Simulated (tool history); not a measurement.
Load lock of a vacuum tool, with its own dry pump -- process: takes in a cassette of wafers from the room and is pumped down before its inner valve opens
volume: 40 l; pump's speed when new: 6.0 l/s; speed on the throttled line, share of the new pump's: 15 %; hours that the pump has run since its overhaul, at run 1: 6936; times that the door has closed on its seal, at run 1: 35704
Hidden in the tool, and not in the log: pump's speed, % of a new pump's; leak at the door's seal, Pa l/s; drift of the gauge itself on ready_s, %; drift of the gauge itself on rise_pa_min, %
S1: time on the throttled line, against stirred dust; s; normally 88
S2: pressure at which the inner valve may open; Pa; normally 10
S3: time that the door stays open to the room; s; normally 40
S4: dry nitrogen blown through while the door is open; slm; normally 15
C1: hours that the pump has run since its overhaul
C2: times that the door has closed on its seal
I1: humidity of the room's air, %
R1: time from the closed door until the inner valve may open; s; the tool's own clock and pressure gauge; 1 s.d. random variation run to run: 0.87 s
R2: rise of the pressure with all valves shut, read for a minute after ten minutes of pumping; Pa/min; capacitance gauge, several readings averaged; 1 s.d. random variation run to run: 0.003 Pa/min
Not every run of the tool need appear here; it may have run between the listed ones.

run 1 hour=0.0 | S1=88 S2=10 S3=40 S4=15 | C1=6936 C2=35704 | I1=46.3 | R1=135.3 R2=0.035
run 2 hour=168.2 | S1=88 S2=10 S3=40 S4=15 | C1=7104 C2=36407 | I1=45.0 | R1=137.4 R2=0.033
run 3 hour=551.8 | S1=88 S2=10 S3=40 S4=15 | C1=7488 C2=38011 | I1=45.4 | R1=136.0 R2=0.033
run 4 hour=818.3 | S1=88 S2=20 S3=40 S4=15 | C1=7754 C2=39125 | I1=43.2 | R1=133.2 R2=0.035
run 5 hour=1150.3 | S1=88 S2=10 S3=40 S4=15 | C1=8086 C2=40513 | I1=43.9 | R1=136.5 R2=0.037
run 6 hour=1428.9 | S1=88 S2=10 S3=40 S4=15 | C1=8365 C2=41678 | I1=46.1 | R1=136.9 R2=0.043
run 7 hour=1688.6 | S1=88 S2=10 S3=40 S4=15 | C1=8624 C2=42763 | I1=44.1 | R1=136.9 R2=0.039
run 8 hour=1860.6 | S1=88 S2=10 S3=40 S4=15 | C1=8796 C2=43483 | I1=46.0 | R1=136.4 R2=0.040
run 9 hour=2030.3 | S1=88 S2=10 S3=40 S4=15 | C1=8966 C2=44192 | I1=45.8 | R1=136.7 R2=0.034
run 10 hour=2276.5 | S1=88 S2=10 S3=40 S4=15 | C1=9212 C2=45221 | I1=45.5 | R1=135.8 R2=0.037
run 11 hour=2519.3 | S1=88 S2=10 S3=40 S4=5 | C1=9455 C2=46237 | I1=45.7 | R1=137.2 R2=0.052
run 12 hour=2851.5 | S1=57 S2=10 S3=40 S4=15 | C1=9787 C2=47626 | I1=44.1 | R1=110.8 R2=0.035
run 13 hour=3246.3 | S1=57 S2=10 S3=40 S4=15 | C1=10182 C2=49276 | I1=47.8 | R1=110.5 R2=0.031
run 14 hour=3532.9 | S1=57 S2=10 S3=40 S4=15 | C1=10469 C2=50474 | I1=46.3 | R1=109.9 R2=0.035
run 15 hour=3850.1 | S1=57 S2=10 S3=40 S4=15 | C1=10786 C2=51800 | I1=46.5 | R1=109.8 R2=0.036
run 16 hour=4242.4 | S1=57 S2=10 S3=40 S4=15 | C1=11178 C2=53441 | I1=43.8 | R1=109.8 R2=0.038
run 17 hour=4403.9 | S1=57 S2=10 S3=40 S4=15 | C1=11340 C2=54116 | I1=45.3 | R1=109.7 R2=0.035
run 18 hour=4625.1 | S1=57 S2=10 S3=40 S4=15 | C1=11561 C2=55040 | I1=43.3 | R1=110.2 R2=0.040
run 19 hour=4971.8 | S1=88 S2=10 S3=40 S4=15 | C1=11908 C2=56490 | I1=43.3 | R1=136.7 R2=0.035
-- hour=5110.3 door's seal changed, seat wiped
run 20 hour=5173.9 | S1=88 S2=10 S3=130 S4=11 | C1=12108 C2=266 | I1=47.3 | R1=135.6 R2=0.080
run 21 hour=5460.4 | S1=88 S2=10 S3=40 S4=11 | C1=12395 C2=1463 | I1=42.5 | R1=135.3 R2=0.042
run 22 hour=5743.4 | S1=88 S2=10 S3=40 S4=11 | C1=12678 C2=2647 | I1=48.3 | R1=138.7 R2=0.043
run 23 hour=6058.4 | S1=174 S2=8 S3=40 S4=11 | C1=12993 C2=3964 | I1=46.4 | R1=210.4 R2=0.044
run 24 hour=6328.2 | S1=58 S2=8 S3=40 S4=8 | C1=13262 C2=5092 | I1=41.9 | R1=111.7 R2=0.039
run 25 hour=6671.5 | S1=75 S2=10 S3=58 S4=8 | C1=13606 C2=6527 | I1=46.0 | R1=123.5 R2=0.054
run 26 hour=6985.0 | S1=75 S2=10 S3=58 S4=8 | C1=13919 C2=7838 | I1=47.9 | R1=125.2 R2=0.064
run 27 hour=7308.9 | S1=127 S2=10 S3=109 S4=7 | C1=14243 C2=9192 | I1=46.6 | R1=168.6 R2=0.080
run 28 hour=7588.8 | S1=127 S2=10 S3=109 S4=7 | C1=14523 C2=10362 | I1=43.4 | R1=169.9 R2=0.074
run 29 hour=7801.1 | S1=88 S2=12 S3=76 S4=15 | C1=14735 C2=11250 | I1=44.8 | R1=134.7 R2=0.047

What does the tool deliver on the next run?
run 30 hour=8020.7 | S1=88 S2=12 S3=76 S4=15 | C1=14955 C2=12168 | I1=42.9 | R1=? R2=?

{"run 30": {"R1": 134.9, "R2": 0.048}}
Minus the tool's unlogged condition, the same run would have read R1 134.8 s, R2 0.048 Pa/min.

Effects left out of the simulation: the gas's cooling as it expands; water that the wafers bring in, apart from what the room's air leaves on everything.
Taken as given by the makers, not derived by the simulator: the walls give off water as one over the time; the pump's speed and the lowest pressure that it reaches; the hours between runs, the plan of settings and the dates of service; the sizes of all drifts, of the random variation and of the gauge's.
